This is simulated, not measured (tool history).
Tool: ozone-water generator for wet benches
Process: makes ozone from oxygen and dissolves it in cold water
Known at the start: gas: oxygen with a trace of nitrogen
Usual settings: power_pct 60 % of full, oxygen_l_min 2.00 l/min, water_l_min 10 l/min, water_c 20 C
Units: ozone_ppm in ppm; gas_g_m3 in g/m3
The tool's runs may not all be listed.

Run 1, hour 0.0: usual settings. Result: ozone_ppm 24.4 ppm, gas_g_m3 253.3 g/m3.
Run 2, hour 26.8: usual settings. Result: ozone_ppm 24.3 ppm, gas_g_m3 252.4 g/m3.
Run 3, hour 87.7: usual settings. Result: ozone_ppm 24.6 ppm, gas_g_m3 252.7 g/m3.
Run 4, hour 117.4: usual settings. Result: ozone_ppm 24.7 ppm, gas_g_m3 251.1 g/m3.
Run 5, hour 173.2: usual settings. Result: ozone_ppm 24.5 ppm, gas_g_m3 250.7 g/m3.
Run 6, hour 202.2: usual settings. Result: ozone_ppm 24.3 ppm, gas_g_m3 252.9 g/m3.

The next listed run, before its measurement:
Run 7, hour 245.5: usual settings but oxygen_l_min 1.34 l/min, water_l_min 13 l/min. Result: ozone_ppm ?, gas_g_m3 ?.

Run 7 gave ozone_ppm 17.7 ppm, gas_g_m3 307.7 g/m3.
Without the tool's hidden state the same run would have given ozone_ppm 19.1 ppm, gas_g_m3 314.6 g/m3.
